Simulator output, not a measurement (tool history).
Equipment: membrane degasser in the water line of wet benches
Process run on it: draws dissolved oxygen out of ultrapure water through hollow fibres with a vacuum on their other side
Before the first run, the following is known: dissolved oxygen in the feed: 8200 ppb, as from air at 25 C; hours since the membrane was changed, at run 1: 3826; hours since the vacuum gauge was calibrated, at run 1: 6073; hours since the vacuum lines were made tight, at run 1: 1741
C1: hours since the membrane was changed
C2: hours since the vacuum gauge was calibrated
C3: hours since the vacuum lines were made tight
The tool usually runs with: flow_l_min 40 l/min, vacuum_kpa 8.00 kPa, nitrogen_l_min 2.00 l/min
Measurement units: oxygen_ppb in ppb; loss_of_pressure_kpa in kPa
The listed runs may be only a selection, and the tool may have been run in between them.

run 1 hour=0.0 | flow_l_min=40 vacuum_kpa=8.00 nitrogen_l_min=2.00 | C1=3826 C2=6073 C3=1741 | oxygen_ppb=240.6 loss_of_pressure_kpa=62.49
run 2 hour=56.0 | flow_l_min=40 vacuum_kpa=8.00 nitrogen_l_min=2.00 | C1=3882 C2=6129 C3=1797 | oxygen_ppb=241.3 loss_of_pressure_kpa=62.74
run 3 hour=134.5 | flow_l_min=40 vacuum_kpa=8.00 nitrogen_l_min=2.00 | C1=3960 C2=6207 C3=1875 | oxygen_ppb=239.2 loss_of_pressure_kpa=63.06
run 4 hour=228.9 | flow_l_min=40 vacuum_kpa=8.00 nitrogen_l_min=2.00 | C1=4055 C2=6302 C3=1970 | oxygen_ppb=242.3 loss_of_pressure_kpa=63.07
run 5 hour=325.3 | flow_l_min=40 vacuum_kpa=8.00 nitrogen_l_min=2.00 | C1=4151 C2=6398 C3=2066 | oxygen_ppb=245.0 loss_of_pressure_kpa=63.05
run 6 hour=376.3 | flow_l_min=40 vacuum_kpa=8.00 nitrogen_l_min=2.00 | C1=4202 C2=6449 C3=2117 | oxygen_ppb=240.7 loss_of_pressure_kpa=63.62
run 7 hour=433.5 | flow_l_min=40 vacuum_kpa=8.00 nitrogen_l_min=2.00 | C1=4259 C2=6506 C3=2174 | oxygen_ppb=240.8 loss_of_pressure_kpa=62.98
run 8 hour=502.7 | flow_l_min=40 vacuum_kpa=8.00 nitrogen_l_min=2.00 | C1=4329 C2=6576 C3=2243 | oxygen_ppb=243.2 loss_of_pressure_kpa=63.13
run 9 hour=592.5 | flow_l_min=40 vacuum_kpa=8.00 nitrogen_l_min=2.00 | C1=4418 C2=6665 C3=2333 | oxygen_ppb=239.7 loss_of_pressure_kpa=62.97
run 10 hour=644.7 | flow_l_min=26 vacuum_kpa=8.00 nitrogen_l_min=2.00 | C1=4471 C2=6718 C3=2385 | oxygen_ppb=156.6 loss_of_pressure_kpa=40.95
run 11 hour=699.4 | flow_l_min=26 vacuum_kpa=8.00 nitrogen_l_min=2.00 | C1=4525 C2=6772 C3=2440 | oxygen_ppb=157.6 loss_of_pressure_kpa=41.07
run 12 hour=744.8 | flow_l_min=26 vacuum_kpa=8.00 nitrogen_l_min=2.00 | C1=4571 C2=6818 C3=2486 | oxygen_ppb=155.5 loss_of_pressure_kpa=41.21
run 13 hour=802.3 | flow_l_min=40 vacuum_kpa=8.00 nitrogen_l_min=0.90 | C1=4628 C2=6875 C3=2543 | oxygen_ppb=440.5 loss_of_pressure_kpa=63.50
run 14 hour=891.2 | flow_l_min=34 vacuum_kpa=8.00 nitrogen_l_min=2.00 | C1=4717 C2=6964 C3=2632 | oxygen_ppb=206.9 loss_of_pressure_kpa=53.51
run 15 hour=939.8 | flow_l_min=34 vacuum_kpa=8.00 nitrogen_l_min=2.00 | C1=4766 C2=7013 C3=2681 | oxygen_ppb=205.7 loss_of_pressure_kpa=53.61
run 16 hour=991.1 | flow_l_min=34 vacuum_kpa=12.38 nitrogen_l_min=2.00 | C1=4817 C2=7064 C3=2732 | oxygen_ppb=367.2 loss_of_pressure_kpa=54.30
run 17 hour=1040.3 | flow_l_min=40 vacuum_kpa=8.00 nitrogen_l_min=1.89 | C1=4866 C2=7113 C3=2781 | oxygen_ppb=252.1 loss_of_pressure_kpa=63.61
run 18 hour=1106.3 | flow_l_min=40 vacuum_kpa=7.58 nitrogen_l_min=2.00 | C1=4932 C2=7179 C3=2847 | oxygen_ppb=229.4 loss_of_pressure_kpa=63.97
run 19 hour=1176.7 | flow_l_min=40 vacuum_kpa=7.58 nitrogen_l_min=2.00 | C1=5003 C2=7250 C3=2917 | oxygen_ppb=224.7 loss_of_pressure_kpa=63.56
run 20 hour=1264.2 | flow_l_min=40 vacuum_kpa=7.02 nitrogen_l_min=1.29 | C1=5090 C2=7337 C3=3005 | oxygen_ppb=280.6 loss_of_pressure_kpa=63.71
run 21 hour=1361.5 | flow_l_min=40 vacuum_kpa=10.26 nitrogen_l_min=2.00 | C1=5187 C2=7434 C3=3102 | oxygen_ppb=339.1 loss_of_pressure_kpa=63.91
run 22 hour=1440.8 | flow_l_min=31 vacuum_kpa=13.83 nitrogen_l_min=1.48 | C1=5267 C2=7514 C3=3182 | oxygen_ppb=495.9 loss_of_pressure_kpa=49.22
run 23 hour=1538.1 | flow_l_min=58 vacuum_kpa=6.48 nitrogen_l_min=1.26 | C1=5364 C2=7611 C3=3279 | oxygen_ppb=380.2 loss_of_pressure_kpa=92.65
run 24 hour=1612.2 | flow_l_min=58 vacuum_kpa=6.48 nitrogen_l_min=1.26 | C1=5438 C2=7685 C3=3353 | oxygen_ppb=380.0 loss_of_pressure_kpa=92.28
run 25 hour=1705.0 | flow_l_min=36 vacuum_kpa=14.08 nitrogen_l_min=5.53 | C1=5531 C2=7778 C3=3446 | oxygen_ppb=186.2 loss_of_pressure_kpa=57.38
run 26 hour=1753.8 | flow_l_min=33 vacuum_kpa=8.00 nitrogen_l_min=1.21 | C1=5580 C2=7827 C3=3495 | oxygen_ppb=303.1 loss_of_pressure_kpa=52.43
run 27 hour=1802.7 | flow_l_min=33 vacuum_kpa=8.00 nitrogen_l_min=1.21 | C1=5629 C2=7876 C3=3543 | oxygen_ppb=306.1 loss_of_pressure_kpa=52.41
run 28 hour=1887.8 | flow_l_min=33 vacuum_kpa=8.00 nitrogen_l_min=1.21 | C1=5714 C2=7961 C3=3628 | oxygen_ppb=299.6 loss_of_pressure_kpa=52.32
run 29 hour=1944.1 | flow_l_min=37 vacuum_kpa=5.52 nitrogen_l_min=2.00 | C1=5770 C2=8017 C3=3685 | oxygen_ppb=125.0 loss_of_pressure_kpa=59.36
run 30 hour=2006.7 | flow_l_min=37 vacuum_kpa=5.52 nitrogen_l_min=2.00 | C1=5833 C2=8080 C3=3747 | oxygen_ppb=124.0 loss_of_pressure_kpa=59.58
run 31 hour=2068.6 | flow_l_min=34 vacuum_kpa=16.88 nitrogen_l_min=2.00 | C1=5895 C2=8142 C3=3809 | oxygen_ppb=525.2 loss_of_pressure_kpa=54.30

Predict each of these 5 candidate next runs independently; none follows another, all start after run 31:
run A hour=2134.7 | flow_l_min=34 vacuum_kpa=14.95 nitrogen_l_min=2.00 | C1=5961 C2=8208 C3=3875 | oxygen_ppb=? loss_of_pressure_kpa=?
run B hour=2134.7 | flow_l_min=30 vacuum_kpa=14.70 nitrogen_l_min=6.00 | C1=5961 C2=8208 C3=3875 | oxygen_ppb=? loss_of_pressure_kpa=?
run C hour=2134.7 | flow_l_min=37 vacuum_kpa=4.81 nitrogen_l_min=1.07 | C1=5961 C2=8208 C3=3875 | oxygen_ppb=? loss_of_pressure_kpa=?
run D hour=2134.7 | flow_l_min=27 vacuum_kpa=16.11 nitrogen_l_min=2.00 | C1=5961 C2=8208 C3=3875 | oxygen_ppb=? loss_of_pressure_kpa=?
run E hour=2134.7 | flow_l_min=37 vacuum_kpa=9.61 nitrogen_l_min=2.00 | C1=5961 C2=8208 C3=3875 | oxygen_ppb=? loss_of_pressure_kpa=?

run=A oxygen_ppb=460.9 loss_of_pressure_kpa=54.49
run=B oxygen_ppb=146.0 loss_of_pressure_kpa=47.74
run=C oxygen_ppb=157.1 loss_of_pressure_kpa=59.34
run=D oxygen_ppb=398.9 loss_of_pressure_kpa=43.30
run=E oxygen_ppb=291.4 loss_of_pressure_kpa=59.24
With no hidden state in the tool, these same runs would have given:
run=A oxygen_ppb=441.5 loss_of_pressure_kpa=52.09
run=B oxygen_ppb=138.4 loss_of_pressure_kpa=45.63
run=C oxygen_ppb=124.2 loss_of_pressure_kpa=56.72
run=D oxygen_ppb=383.3 loss_of_pressure_kpa=41.38
run=E oxygen_ppb=270.4 loss_of_pressure_kpa=56.62
